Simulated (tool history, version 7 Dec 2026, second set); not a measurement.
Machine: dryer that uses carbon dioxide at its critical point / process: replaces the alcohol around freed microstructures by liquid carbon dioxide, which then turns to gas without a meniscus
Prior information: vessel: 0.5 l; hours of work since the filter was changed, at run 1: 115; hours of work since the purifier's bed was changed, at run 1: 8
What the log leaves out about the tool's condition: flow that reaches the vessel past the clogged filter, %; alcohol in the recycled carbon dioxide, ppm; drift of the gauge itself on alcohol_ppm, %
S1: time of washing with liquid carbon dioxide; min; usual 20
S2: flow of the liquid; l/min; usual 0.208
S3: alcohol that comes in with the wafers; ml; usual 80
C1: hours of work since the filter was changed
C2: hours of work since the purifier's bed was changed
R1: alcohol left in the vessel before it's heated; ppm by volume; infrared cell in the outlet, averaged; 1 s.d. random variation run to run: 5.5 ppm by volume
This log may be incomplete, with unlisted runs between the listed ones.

Run 1, hour 0.0: usual settings; C1 115; C2 8. Result: R1 242 ppm by volume.
Run 2, hour 27.0: usual settings; C1 135; C2 28. Result: R1 259 ppm by volume.
Run 3, hour 55.4: usual settings; C1 156; C2 49. Result: R1 288 ppm by volume.
Run 4, hour 99.7: usual settings; C1 189; C2 82. Result: R1 333 ppm by volume.
Run 5, hour 145.1: usual settings but S1 26 min; C1 223; C2 116. Result: R1 79 ppm by volume.
Run 6, hour 186.1: usual settings but S2 0.256 l/min; C1 254; C2 147. Result: R1 138 ppm by volume.
Run 7, hour 234.6: usual settings but S3 49 ml; C1 290; C2 183. Result: R1 312 ppm by volume.
Run 8, hour 260.4: usual settings but S1 16 min, S2 0.317 l/min, S3 117 ml; C1 310; C2 203. Result: R1 279 ppm by volume.
Run 9, hour 287.8: usual settings but S2 0.233 l/min; C1 330; C2 223. Result: R1 322 ppm by volume.
At hour 291.3: inlet filter changed.
Run 10, hour 328.7: usual settings but S1 27 min, S2 0.350 l/min, S3 58 ml; C1 28; C2 253. Result: R1 39 ppm by volume.
Run 11, hour 356.4: usual settings but S1 27 min, S2 0.153 l/min, S3 115 ml; C1 49; C2 274. Result: R1 277 ppm by volume.
Run 12, hour 389.0: usual settings but S1 30 min, S2 0.164 l/min, S3 73 ml; C1 73; C2 299. Result: R1 88 ppm by volume.
Run 13, hour 427.2: usual settings but S1 21 min, S2 0.266 l/min, S3 73 ml; C1 102; C2 327. Result: R1 78 ppm by volume.

Forecast each of these 3 alternatives for the next run:
Run A, hour 470.1: usual settings but S1 16 min, S2 0.161 l/min, S3 94 ml; C1 134; C2 359. Result: R1 ?.
Run B, hour 470.1: usual settings but S1 16 min, S3 30 ml; C1 134; C2 359. Result: R1 ?.
Run C, hour 470.1: usual settings but S1 26 min, S2 0.247 l/min; C1 134; C2 359. Result: R1 ?.

run    R1
  A  3322
  B   389
  C    63
With no hidden state in the tool, these same runs would have given:
run    R1
  A  2383
  B   228
  C     9
